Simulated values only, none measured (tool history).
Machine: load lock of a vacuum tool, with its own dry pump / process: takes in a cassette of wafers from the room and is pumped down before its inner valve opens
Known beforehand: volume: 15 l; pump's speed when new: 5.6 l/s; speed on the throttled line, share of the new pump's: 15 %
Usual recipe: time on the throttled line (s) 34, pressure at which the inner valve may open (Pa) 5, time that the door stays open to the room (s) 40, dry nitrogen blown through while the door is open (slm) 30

run      day  time on the throttled line (s)  pressure at which the inner valve may open (Pa)  time that the door stays open to the room (s)  dry nitrogen blown through while the door is open (slm)  incoming humidity of the room's air, %  time from the closed door until the inner valve may open (s)  rise of the pressure with all valves shut (Pa/min)
  1        0                              34                                                5                                             40                                                       30                                    46.8                                                          56.6                                                0.14
  2    5.746                              34                                                5                                             40                                                       30                                    45.2                                                            56                                               0.137
  3   10.579                              34                                                5                                             40                                                       30                                    45.8                                                          56.4                                               0.138
  4   14.088                              34                                                5                                             40                                                       30                                    45.1                                                          56.8                                               0.135
  5   17.779                              34                                                5                                             40                                                       30                                    45.8                                                          56.6                                               0.141
  6   24.379                              34                                                5                                             40                                                       30                                    48.2                                                          57.4                                               0.141
  7   31.271                              34                                                5                                             40                                                       30                                      45                                                          56.2                                               0.135
  8   34.962                              34                                                5                                             40                                                       30                                    47.2                                                          57.4                                               0.139
  9   41.154                              34                                                4                                             40                                                       30                                    47.5                                                          57.6                                               0.149
 10   44.712                              34                                                4                                             40                                                       30                                    44.7                                                          58.1                                               0.148
 11   48.542                              34                                                4                                             40                                                       41                                    46.1                                                          57.2                                               0.143
 12   52.438                              34                                                5                                             40                                                       30                                    46.6                                                          56.7                                               0.149
 13   56.646                              34                                                5                                             40                                                       30                                      48                                                          57.2                                               0.148
 14   62.475                              34                                                5                                             40                                                       30                                    41.3                                                          57.4                                               0.151
 15   66.046                              34                                                5                                             40                                                       30                                    46.1                                                          56.8                                               0.151
 16   72.342                              34                                                5                                             40                                                       30                                    45.3                                                          56.8                                               0.157
 17   80.071                              34                                                5                                             40                                                       30                                    43.5                                                          57.4                                                0.16
 18   86.042                              34                                                5                                             40                                                       30                                    45.4                                                            57                                               0.157
 19   91.188                              62                                                5                                             40                                                       30                                    43.8                                                          80.4                                               0.151
 20   97.446                              30                                                6                                            183                                                        6                                    47.1                                                          54.1                                               0.253
 21  103.517                              30                                                6                                            183                                                        6                                    46.5                                                          53.2                                               0.245
 22  110.625                              19                                                6                                            110                                                        6                                      42                                                          44.3                                               0.218
 23  116.754                              50                                                9                                             43                                                       13                                    46.1                                                          68.6                                               0.184
 24  123.925                              34                                               10                                             65                                                       30                                    45.8                                                            56                                               0.179
 25  127.583                              20                                                5                                             65                                                       30                                    45.6                                                          46.1                                                0.18
 26  135.133                              20                                                5                                             65                                                       30                                    44.6                                                          45.7                                               0.179
 27  138.379                              20                                                5                                             65                                                       30                                    41.7                                                          45.9                                               0.171
 28  142.988                              17                                                5                                             65                                                       32                                    46.7                                                          43.4                                               0.177
 29  147.346                              17                                                5                                             65                                                       32                                    47.1                                                          44.1                                                0.18
 30  151.425                              34                                                5                                            111                                                       30                                    47.9                                                          57.5                                               0.195
 31  155.138                              59                                                5                                             40                                                       30                                    46.6                                                          78.5                                               0.181
 32  160.608                              20                                                7                                            171                                                        8                                    44.3                                                          45.2                                               0.248
 33  167.538                              34                                                5                                             84                                                        9                                    43.5                                                          57.7                                               0.227
 34  172.575                              34                                                6                                             45                                                       15                                    49.2                                                          57.1                                                 0.2
 35   176.95                              34                                                6                                             45                                                       15                                    44.3                                                          56.8                                               0.194
 36  180.696                              61                                                5                                             86                                                        7                                    43.5                                                          81.5                                               0.234
 37  188.262                              61                                                5                                             86                                                        7                                    44.8                                                          80.6                                                0.23

3 options for the next run, each taken on its own from the tool as it stands now. Forecast them:
  A  192.438                              61                                                5                                            161                                                        5                                    41.6                                                             ?                                                   ?
  B  192.438                              24                                                5                                             37                                                       30                                    41.6                                                             ?                                                   ?
  C  192.438                              34                                                5                                             58                                                        7                                    46.8                                                             ?                                                   ?

run  time from the closed door until the inner valve may open (s)  rise of the pressure with all valves shut (Pa/min)
  A                                                          80.1                                               0.264
  B                                                            50                                               0.184
  C                                                          57.3                                               0.224
Take away the tool's hidden state, keep each run's random variation, and the runs would have read:
run  time from the closed door until the inner valve may open (s)  rise of the pressure with all valves shut (Pa/min)
  A                                                          77.8                                               0.109
  B                                                          47.1                                               0.028
  C                                                          54.5                                                0.07
